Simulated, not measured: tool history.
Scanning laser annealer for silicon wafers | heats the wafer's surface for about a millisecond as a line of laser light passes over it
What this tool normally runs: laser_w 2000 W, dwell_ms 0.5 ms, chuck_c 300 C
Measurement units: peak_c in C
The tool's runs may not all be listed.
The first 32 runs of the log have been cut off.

run,hour,laser_w,dwell_ms,chuck_c,hours of work since the window was cleaned,hours of work since the power meter was calibrated,hours of work since the optics were aligned,peak_c
33,435.5,2000,0.41,287,212,435,607,996
34,449,2079,0.41,284,218,441,613,1026
35,463.6,2000,0.5,272,225,448,620,1065
36,479.5,1915,0.39,320,232,455,627,971
37,494.9,1915,0.39,320,239,462,634,963
38,503.8,1905,0.5,332,243,466,638,1077
39,523.8,2000,0.524,261,252,475,647,1076
40,535.9,1812,0.5,337,257,481,652,1036
41,553.9,1812,0.5,337,266,489,661,1037

Forecast each of these 3 alternatives for the next run:
A,562.6,1978,0.5,269,269,493,665,?
B,562.6,1732,0.459,325,269,493,665,?
C,562.6,1724,0.39,297,269,493,665,?

run,peak_c
A,1052
B,952
C,862
What these runs would have given with no unlogged condition in the tool:
run,peak_c
A,1075
B,971
C,879
